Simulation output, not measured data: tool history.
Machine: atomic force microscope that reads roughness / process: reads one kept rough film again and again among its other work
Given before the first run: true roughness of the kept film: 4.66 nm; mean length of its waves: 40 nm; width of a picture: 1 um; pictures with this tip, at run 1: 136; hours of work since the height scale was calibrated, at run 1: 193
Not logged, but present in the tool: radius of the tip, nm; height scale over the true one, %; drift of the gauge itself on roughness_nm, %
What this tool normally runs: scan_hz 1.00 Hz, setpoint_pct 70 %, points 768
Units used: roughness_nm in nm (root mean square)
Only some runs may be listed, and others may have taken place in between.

| run | hour | scan_hz | setpoint_pct | points | pictures with this tip | hours of work since the height scale was calibrated | roughness_nm |
|---|---|---|---|---|---|---|---|
| 1 | 0.0 | 1.00 | 70 | 768 | 136 | 193 | 3.236 |
| 2 | 9.2 | 1.00 | 70 | 768 | 147 | 198 | 3.193 |
| 3 | 18.4 | 1.00 | 70 | 768 | 157 | 203 | 3.162 |
| 4 | 24.3 | 1.00 | 75 | 768 | 164 | 206 | 3.087 |
| 5 | 29.9 | 0.64 | 70 | 768 | 170 | 209 | 3.151 |
| 6 | 35.6 | 1.00 | 70 | 768 | 177 | 212 | 3.091 |
| 7 | 45.7 | 1.00 | 86 | 768 | 188 | 217 | 2.897 |
| 8 | 52.3 | 1.00 | 86 | 768 | 195 | 221 | 2.856 |
| 9 | 60.6 | 1.00 | 86 | 768 | 205 | 225 | 2.826 |
| 10 | 69.7 | 1.00 | 70 | 768 | 215 | 230 | 2.950 |
| 11 | 76.0 | 1.00 | 70 | 479 | 222 | 233 | 2.882 |
| 12 | 80.2 | 1.00 | 70 | 479 | 227 | 236 | 2.879 |
| 13 | 85.9 | 3.46 | 70 | 768 | 234 | 239 | 2.604 |
| 14 | 94.6 | 3.46 | 70 | 768 | 243 | 243 | 2.614 |
|  | 97.6 | new tip fitted |
| 15 | 102.0 | 3.46 | 70 | 768 | 5 | 247 | 3.591 |
| 16 | 110.6 | 0.74 | 70 | 768 | 15 | 251 | 3.909 |
| 17 | 120.8 | 0.74 | 70 | 669 | 26 | 257 | 3.871 |
| 18 | 126.8 | 0.74 | 70 | 669 | 33 | 260 | 3.843 |
| 19 | 133.2 | 0.74 | 70 | 669 | 40 | 263 | 3.765 |
| 20 | 141.5 | 1.00 | 70 | 768 | 50 | 268 | 3.718 |
| 21 | 145.9 | 1.00 | 70 | 768 | 55 | 270 | 3.688 |
| 22 | 152.5 | 1.00 | 70 | 768 | 62 | 274 | 3.601 |
| 23 | 161.8 | 1.00 | 70 | 768 | 73 | 279 | 3.526 |
| 24 | 166.5 | 1.00 | 70 | 768 | 78 | 281 | 3.550 |
| 25 | 171.5 | 0.94 | 70 | 636 | 84 | 284 | 3.529 |
| 26 | 181.2 | 1.15 | 77 | 636 | 95 | 289 | 3.304 |
| 27 | 186.0 | 1.15 | 77 | 636 | 100 | 291 | 3.332 |
| 28 | 193.8 | 1.15 | 77 | 636 | 109 | 296 | 3.311 |
| 29 | 204.0 | 1.00 | 85 | 286 | 121 | 301 | 3.158 |
| 30 | 214.1 | 1.41 | 70 | 478 | 132 | 306 | 3.241 |
| 31 | 222.6 | 2.62 | 80 | 613 | 142 | 311 | 2.828 |
| 32 | 230.6 | 2.62 | 80 | 613 | 151 | 315 | 2.796 |
| 33 | 240.6 | 2.62 | 80 | 990 | 162 | 320 | 2.770 |
| 34 | 245.1 | 1.00 | 83 | 353 | 167 | 323 | 3.006 |
| 35 | 250.8 | 1.00 | 68 | 768 | 174 | 326 | 3.105 |
| 36 | 257.7 | 1.18 | 77 | 768 | 181 | 329 | 2.998 |
| 37 | 267.8 | 3.72 | 84 | 768 | 193 | 335 | 2.366 |
| 38 | 272.2 | 0.82 | 70 | 855 | 198 | 337 | 3.053 |
| 39 | 279.4 | 1.99 | 63 | 719 | 206 | 341 | 2.951 |
| 40 | 287.0 | 1.99 | 63 | 719 | 214 | 345 | 2.919 |
| 41 | 296.5 | 0.97 | 70 | 602 | 225 | 350 | 2.916 |
| 42 | 306.2 | 0.83 | 70 | 768 | 236 | 355 | 2.905 |
| 43 | 311.7 | 0.74 | 65 | 768 | 242 | 358 | 2.927 |
|  | 315.3 | new tip fitted |
| 44 | 318.4 | 2.39 | 70 | 624 | 3 | 361 | 3.721 |
| 45 | 325.9 | 1.00 | 70 | 605 | 12 | 365 | 3.872 |
| 46 | 334.7 | 1.71 | 70 | 323 | 22 | 370 | 3.728 |
| 47 | 340.1 | 3.59 | 71 | 272 | 28 | 373 | 3.350 |
| 48 | 346.4 | 3.59 | 71 | 272 | 35 | 376 | 3.355 |

Across each entry between runs, compare the hidden state at the last listed run before it with the hidden state at the first listed run after it:
From run 14 to run 15: new tip fitted (hour 97.6)
  radius of the tip, nm: 49.2 -> 11
  measured value less the no-hidden-state value, roughness_nm: -1.066 -> -0.047 nm (root mean square)
From run 43 to run 44: new tip fitted (hour 315.3)
  radius of the tip, nm: 48.4 -> 10.9; height scale over the true one, %: -0.32 -> -0.33
  measured value less the no-hidden-state value, roughness_nm: -1.171 -> -0.046 nm (root mean square)
